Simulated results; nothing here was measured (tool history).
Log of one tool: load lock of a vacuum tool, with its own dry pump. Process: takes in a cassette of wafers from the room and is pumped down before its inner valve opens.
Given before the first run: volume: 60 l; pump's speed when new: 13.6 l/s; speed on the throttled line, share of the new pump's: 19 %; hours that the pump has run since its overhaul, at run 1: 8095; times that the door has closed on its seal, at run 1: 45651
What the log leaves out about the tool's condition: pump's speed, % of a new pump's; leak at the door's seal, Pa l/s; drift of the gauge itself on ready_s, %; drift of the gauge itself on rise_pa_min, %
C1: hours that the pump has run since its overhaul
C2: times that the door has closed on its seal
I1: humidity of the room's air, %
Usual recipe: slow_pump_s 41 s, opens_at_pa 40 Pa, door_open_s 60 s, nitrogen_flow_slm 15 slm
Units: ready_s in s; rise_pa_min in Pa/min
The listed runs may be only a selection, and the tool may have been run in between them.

{"run": 1, "hour": 0.0, "slow_pump_s": 41, "opens_at_pa": 40, "door_open_s": 60, "nitrogen_flow_slm": 15, "C1": 8095, "C2": 45651, "I1": 41.3, "ready_s": 69.4, "rise_pa_min": 0.147}
{"run": 2, "hour": 170.9, "slow_pump_s": 41, "opens_at_pa": 40, "door_open_s": 41, "nitrogen_flow_slm": 15, "C1": 8265, "C2": 46250, "I1": 45.5, "ready_s": 69.3, "rise_pa_min": 0.14}
{"run": 3, "hour": 337.5, "slow_pump_s": 41, "opens_at_pa": 63, "door_open_s": 41, "nitrogen_flow_slm": 15, "C1": 8432, "C2": 46834, "I1": 43.9, "ready_s": 67.2, "rise_pa_min": 0.143}
{"run": 4, "hour": 552.3, "slow_pump_s": 41, "opens_at_pa": 63, "door_open_s": 41, "nitrogen_flow_slm": 15, "C1": 8647, "C2": 47586, "I1": 45.9, "ready_s": 67.3, "rise_pa_min": 0.145}
{"run": 5, "hour": 729.6, "slow_pump_s": 41, "opens_at_pa": 40, "door_open_s": 60, "nitrogen_flow_slm": 33, "C1": 8824, "C2": 48207, "I1": 45.8, "ready_s": 69.5, "rise_pa_min": 0.142}
{"run": 6, "hour": 967.8, "slow_pump_s": 41, "opens_at_pa": 40, "door_open_s": 60, "nitrogen_flow_slm": 33, "C1": 9062, "C2": 49042, "I1": 43.1, "ready_s": 69.5, "rise_pa_min": 0.149}
{"run": 7, "hour": 1133.4, "slow_pump_s": 41, "opens_at_pa": 40, "door_open_s": 60, "nitrogen_flow_slm": 7, "C1": 9228, "C2": 49622, "I1": 44.2, "ready_s": 69.6, "rise_pa_min": 0.17}
{"run": 8, "hour": 1275.1, "slow_pump_s": 41, "opens_at_pa": 40, "door_open_s": 60, "nitrogen_flow_slm": 15, "C1": 9370, "C2": 50119, "I1": 47.6, "ready_s": 69.7, "rise_pa_min": 0.17}
{"run": 9, "hour": 1536.7, "slow_pump_s": 41, "opens_at_pa": 40, "door_open_s": 60, "nitrogen_flow_slm": 15, "C1": 9631, "C2": 51035, "I1": 46.1, "ready_s": 69.5, "rise_pa_min": 0.17}
{"run": 10, "hour": 1693.5, "slow_pump_s": 41, "opens_at_pa": 40, "door_open_s": 60, "nitrogen_flow_slm": 15, "C1": 9788, "C2": 51585, "I1": 43.6, "ready_s": 69.8, "rise_pa_min": 0.168}
{"run": 11, "hour": 1812.6, "slow_pump_s": 41, "opens_at_pa": 40, "door_open_s": 60, "nitrogen_flow_slm": 15, "C1": 9907, "C2": 52002, "I1": 48.0, "ready_s": 69.7, "rise_pa_min": 0.178}
{"run": 12, "hour": 2020.2, "slow_pump_s": 41, "opens_at_pa": 40, "door_open_s": 60, "nitrogen_flow_slm": 15, "C1": 10115, "C2": 52729, "I1": 45.9, "ready_s": 69.7, "rise_pa_min": 0.173}
{"run": 13, "hour": 2224.8, "slow_pump_s": 41, "opens_at_pa": 56, "door_open_s": 60, "nitrogen_flow_slm": 15, "C1": 10319, "C2": 53446, "I1": 43.6, "ready_s": 68.2, "rise_pa_min": 0.172}
{"hour": 2335.3, "done": "door's seal changed, seat wiped"}
{"run": 14, "hour": 2411.8, "slow_pump_s": 41, "opens_at_pa": 40, "door_open_s": 122, "nitrogen_flow_slm": 15, "C1": 10505, "C2": 268, "I1": 44.1, "ready_s": 69.9, "rise_pa_min": 0.064}
{"run": 15, "hour": 2616.1, "slow_pump_s": 41, "opens_at_pa": 40, "door_open_s": 122, "nitrogen_flow_slm": 15, "C1": 10709, "C2": 984, "I1": 42.7, "ready_s": 69.7, "rise_pa_min": 0.069}
{"run": 16, "hour": 2801.0, "slow_pump_s": 23, "opens_at_pa": 40, "door_open_s": 60, "nitrogen_flow_slm": 15, "C1": 10894, "C2": 1632, "I1": 45.0, "ready_s": 55.7, "rise_pa_min": 0.043}
{"run": 17, "hour": 2979.9, "slow_pump_s": 41, "opens_at_pa": 40, "door_open_s": 60, "nitrogen_flow_slm": 15, "C1": 11073, "C2": 2259, "I1": 46.7, "ready_s": 69.9, "rise_pa_min": 0.043}
{"run": 18, "hour": 3109.6, "slow_pump_s": 41, "opens_at_pa": 40, "door_open_s": 60, "nitrogen_flow_slm": 15, "C1": 11203, "C2": 2713, "I1": 44.6, "ready_s": 69.8, "rise_pa_min": 0.041}
{"run": 19, "hour": 3283.5, "slow_pump_s": 41, "opens_at_pa": 40, "door_open_s": 60, "nitrogen_flow_slm": 15, "C1": 11377, "C2": 3322, "I1": 45.1, "ready_s": 69.9, "rise_pa_min": 0.042}
{"run": 20, "hour": 3504.4, "slow_pump_s": 41, "opens_at_pa": 40, "door_open_s": 60, "nitrogen_flow_slm": 15, "C1": 11597, "C2": 4096, "I1": 44.1, "ready_s": 70.2, "rise_pa_min": 0.041}
{"run": 21, "hour": 3678.2, "slow_pump_s": 39, "opens_at_pa": 40, "door_open_s": 114, "nitrogen_flow_slm": 40, "C1": 11771, "C2": 4705, "I1": 44.8, "ready_s": 68.3, "rise_pa_min": 0.042}
{"run": 22, "hour": 3808.4, "slow_pump_s": 67, "opens_at_pa": 34, "door_open_s": 31, "nitrogen_flow_slm": 15, "C1": 11901, "C2": 5161, "I1": 44.3, "ready_s": 91.7, "rise_pa_min": 0.033}
{"run": 23, "hour": 4010.9, "slow_pump_s": 67, "opens_at_pa": 34, "door_open_s": 31, "nitrogen_flow_slm": 15, "C1": 12104, "C2": 5871, "I1": 45.3, "ready_s": 91.7, "rise_pa_min": 0.029}
{"run": 24, "hour": 4188.5, "slow_pump_s": 25, "opens_at_pa": 62, "door_open_s": 181, "nitrogen_flow_slm": 15, "C1": 12281, "C2": 6493, "I1": 47.7, "ready_s": 55.4, "rise_pa_min": 0.099}
{"run": 25, "hour": 4441.1, "slow_pump_s": 25, "opens_at_pa": 67, "door_open_s": 181, "nitrogen_flow_slm": 8, "C1": 12534, "C2": 7378, "I1": 41.9, "ready_s": 55.2, "rise_pa_min": 0.109}
{"run": 26, "hour": 4587.4, "slow_pump_s": 23, "opens_at_pa": 35, "door_open_s": 140, "nitrogen_flow_slm": 15, "C1": 12680, "C2": 7891, "I1": 46.0, "ready_s": 56.8, "rise_pa_min": 0.081}
{"run": 27, "hour": 4818.6, "slow_pump_s": 28, "opens_at_pa": 35, "door_open_s": 140, "nitrogen_flow_slm": 18, "C1": 12912, "C2": 8701, "I1": 44.9, "ready_s": 60.6, "rise_pa_min": 0.077}
{"run": 28, "hour": 4945.6, "slow_pump_s": 60, "opens_at_pa": 35, "door_open_s": 57, "nitrogen_flow_slm": 18, "C1": 13039, "C2": 9146, "I1": 47.8, "ready_s": 86.5, "rise_pa_min": 0.044}
{"run": 29, "hour": 5097.5, "slow_pump_s": 41, "opens_at_pa": 33, "door_open_s": 60, "nitrogen_flow_slm": 15, "C1": 13191, "C2": 9678, "I1": 45.1, "ready_s": 71.5, "rise_pa_min": 0.051}
{"run": 30, "hour": 5244.5, "slow_pump_s": 41, "opens_at_pa": 33, "door_open_s": 220, "nitrogen_flow_slm": 20, "C1": 13338, "C2": 10193, "I1": 45.2, "ready_s": 71.4, "rise_pa_min": 0.102}
{"run": 31, "hour": 5514.4, "slow_pump_s": 53, "opens_at_pa": 57, "door_open_s": 97, "nitrogen_flow_slm": 30, "C1": 13607, "C2": 11138, "I1": 43.4, "ready_s": 78.3, "rise_pa_min": 0.05}
{"run": 32, "hour": 5727.9, "slow_pump_s": 53, "opens_at_pa": 57, "door_open_s": 97, "nitrogen_flow_slm": 30, "C1": 13821, "C2": 11887, "I1": 45.5, "ready_s": 78.5, "rise_pa_min": 0.057}
{"run": 33, "hour": 5879.9, "slow_pump_s": 33, "opens_at_pa": 42, "door_open_s": 86, "nitrogen_flow_slm": 30, "C1": 13973, "C2": 12419, "I1": 44.4, "ready_s": 64.0, "rise_pa_min": 0.047}
{"run": 34, "hour": 6061.4, "slow_pump_s": 33, "opens_at_pa": 42, "door_open_s": 86, "nitrogen_flow_slm": 30, "C1": 14154, "C2": 13055, "I1": 44.2, "ready_s": 64.3, "rise_pa_min": 0.058}
{"run": 35, "hour": 6329.4, "slow_pump_s": 33, "opens_at_pa": 42, "door_open_s": 86, "nitrogen_flow_slm": 30, "C1": 14422, "C2": 13994, "I1": 38.9, "ready_s": 64.1, "rise_pa_min": 0.052}
{"run": 36, "hour": 6475.1, "slow_pump_s": 41, "opens_at_pa": 50, "door_open_s": 60, "nitrogen_flow_slm": 15, "C1": 14568, "C2": 14504, "I1": 43.0, "ready_s": 69.9, "rise_pa_min": 0.053}
{"run": 37, "hour": 6680.2, "slow_pump_s": 21, "opens_at_pa": 43, "door_open_s": 25, "nitrogen_flow_slm": 13, "C1": 14773, "C2": 15223, "I1": 46.6, "ready_s": 54.6, "rise_pa_min": 0.045}

The same runs without the tool's hidden state, with the same run-to-run variation:
run=1 ready_s=68.1 rise_pa_min=0.041
run=2 ready_s=67.9 rise_pa_min=0.032
run=3 ready_s=65.9 rise_pa_min=0.031
run=4 ready_s=65.9 rise_pa_min=0.032
run=5 ready_s=68.0 rise_pa_min=0.028
run=6 ready_s=67.9 rise_pa_min=0.030
run=7 ready_s=68.0 rise_pa_min=0.051
run=8 ready_s=68.0 rise_pa_min=0.049
run=9 ready_s=67.8 rise_pa_min=0.043
run=10 ready_s=68.1 rise_pa_min=0.040
run=11 ready_s=68.0 rise_pa_min=0.048
run=12 ready_s=67.9 rise_pa_min=0.042
run=13 ready_s=66.5 rise_pa_min=0.036
run=14 ready_s=68.0 rise_pa_min=0.063
run=15 ready_s=67.8 rise_pa_min=0.067
run=16 ready_s=53.4 rise_pa_min=0.041
run=17 ready_s=67.9 rise_pa_min=0.040
run=18 ready_s=67.7 rise_pa_min=0.038
run=19 ready_s=67.8 rise_pa_min=0.038
run=20 ready_s=68.0 rise_pa_min=0.037
run=21 ready_s=66.1 rise_pa_min=0.037
run=22 ready_s=89.9 rise_pa_min=0.028
run=23 ready_s=89.8 rise_pa_min=0.023
run=24 ready_s=53.0 rise_pa_min=0.092
run=25 ready_s=52.7 rise_pa_min=0.102
run=26 ready_s=54.1 rise_pa_min=0.073
run=27 ready_s=57.9 rise_pa_min=0.068
run=28 ready_s=84.3 rise_pa_min=0.034
run=29 ready_s=68.9 rise_pa_min=0.040
run=30 ready_s=68.8 rise_pa_min=0.091
run=31 ready_s=76.1 rise_pa_min=0.037
run=32 ready_s=76.2 rise_pa_min=0.043
run=33 ready_s=61.2 rise_pa_min=0.033
run=34 ready_s=61.4 rise_pa_min=0.042
run=35 ready_s=61.2 rise_pa_min=0.035
run=36 ready_s=67.1 rise_pa_min=0.035
run=37 ready_s=51.3 rise_pa_min=0.026
